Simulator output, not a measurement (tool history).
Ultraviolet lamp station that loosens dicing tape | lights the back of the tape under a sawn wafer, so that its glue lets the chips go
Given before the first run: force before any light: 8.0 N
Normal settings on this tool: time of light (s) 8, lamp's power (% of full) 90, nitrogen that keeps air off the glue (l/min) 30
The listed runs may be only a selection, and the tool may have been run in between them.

| run | hour | time of light (s) | lamp's power (% of full) | nitrogen that keeps air off the glue (l/min) | force that peels the tape off (N) | light that reached the tape (J/m2) |
|---|---|---|---|---|---|---|
| 1 | 0 | 8 | 90 | 30 | 0.418 | 3780 |
| 2 | 28.4 | 8 | 90 | 30 | 0.403 | 3810 |
| 3 | 50.7 | 8 | 90 | 38 | 0.34 | 3810 |
| 4 | 78.9 | 14 | 90 | 38 | 0.227 | 6680 |
|  | 94.2 | window cleaned of glue's vapour |
| 5 | 102.6 | 8 | 90 | 42 | 0.344 | 3830 |
| 6 | 121.9 | 8 | 90 | 42 | 0.341 | 3820 |
| 7 | 146 | 8 | 90 | 26 | 0.46 | 3790 |
| 8 | 171.5 | 8 | 90 | 30 | 0.402 | 3760 |
| 9 | 188.9 | 8 | 90 | 30 | 0.407 | 3740 |
| 10 | 209.1 | 8 | 90 | 29 | 0.427 | 3770 |
| 11 | 226 | 9 | 90 | 30 | 0.344 | 4260 |
| 12 | 263.8 | 8 | 90 | 30 | 0.401 | 3850 |
| 13 | 284.2 | 8 | 90 | 30 | 0.411 | 3770 |
| 14 | 300.2 | 8 | 99 | 30 | 0.369 | 4250 |
| 15 | 320.3 | 8 | 99 | 30 | 0.346 | 4170 |
| 16 | 340.2 | 8 | 90 | 30 | 0.431 | 3810 |
| 17 | 374.9 | 14 | 90 | 30 | 0.237 | 6690 |
| 18 | 393.1 | 14 | 90 | 30 | 0.222 | 6600 |
| 19 | 422.1 | 8 | 98 | 30 | 0.367 | 4170 |
| 20 | 446.2 | 8 | 98 | 30 | 0.359 | 4160 |
| 21 | 465.6 | 8 | 98 | 30 | 0.348 | 4140 |
| 22 | 496.2 | 8 | 70 | 30 | 0.669 | 2950 |
| 23 | 519.7 | 8 | 70 | 30 | 0.674 | 2950 |
| 24 | 543.5 | 8 | 78 | 12 | 1.105 | 3290 |
| 25 | 567.9 | 8 | 78 | 12 | 1.074 | 3320 |
|  | 581.9 | window cleaned of glue's vapour |
| 26 | 591.3 | 6 | 90 | 30 | 0.714 | 2840 |
| 27 | 607.1 | 12 | 83 | 22 | 0.311 | 5240 |
| 28 | 625.4 | 12 | 83 | 22 | 0.298 | 5260 |
| 29 | 661.6 | 12 | 83 | 22 | 0.292 | 5250 |
| 30 | 682.9 | 12 | 83 | 11 | 0.475 | 5270 |
| 31 | 715.4 | 12 | 83 | 11 | 0.46 | 5320 |
| 32 | 741.1 | 12 | 83 | 53 | 0.228 | 5220 |
| 33 | 756.7 | 12 | 83 | 53 | 0.214 | 5280 |
| 34 | 787.9 | 12 | 83 | 53 | 0.235 | 5280 |
| 35 | 826.1 | 12 | 80 | 22 | 0.314 | 5130 |
| 36 | 844.1 | 15 | 80 | 26 | 0.237 | 6350 |
| 37 | 873.5 | 8 | 85 | 16 | 0.734 | 3540 |
| 38 | 911 | 8 | 63 | 31 | 0.801 | 2670 |
| 39 | 940.2 | 9 | 61 | 30 | 0.664 | 2890 |
| 40 | 965 | 6 | 87 | 10 | 1.589 | 2760 |
| 41 | 983.1 | 6 | 87 | 10 | 1.654 | 2780 |
| 42 | 1014.8 | 6 | 87 | 10 | 1.618 | 2710 |

Alternative continuations, all from the tool just after run 42; predict every row:
| A | 1042 | 8 | 74 | 9 | ? | ? |
| B | 1042 | 14 | 90 | 30 | ? | ? |
| C | 1042 | 12 | 92 | 36 | ? | ? |
| D | 1042 | 8 | 90 | 23 | ? | ? |

| run | force that peels the tape off (N) | light that reached the tape (J/m2) |
|---|---|---|
| A | 1.433 | 3170 |
| B | 0.233 | 6570 |
| C | 0.233 | 5870 |
| D | 0.502 | 3790 |
Had the tool no hidden state, the same runs would have come out as:
| run | force that peels the tape off (N) | light that reached the tape (J/m2) |
|---|---|---|
| A | 1.429 | 3170 |
| B | 0.233 | 6590 |
| C | 0.232 | 5880 |
| D | 0.501 | 3790 |

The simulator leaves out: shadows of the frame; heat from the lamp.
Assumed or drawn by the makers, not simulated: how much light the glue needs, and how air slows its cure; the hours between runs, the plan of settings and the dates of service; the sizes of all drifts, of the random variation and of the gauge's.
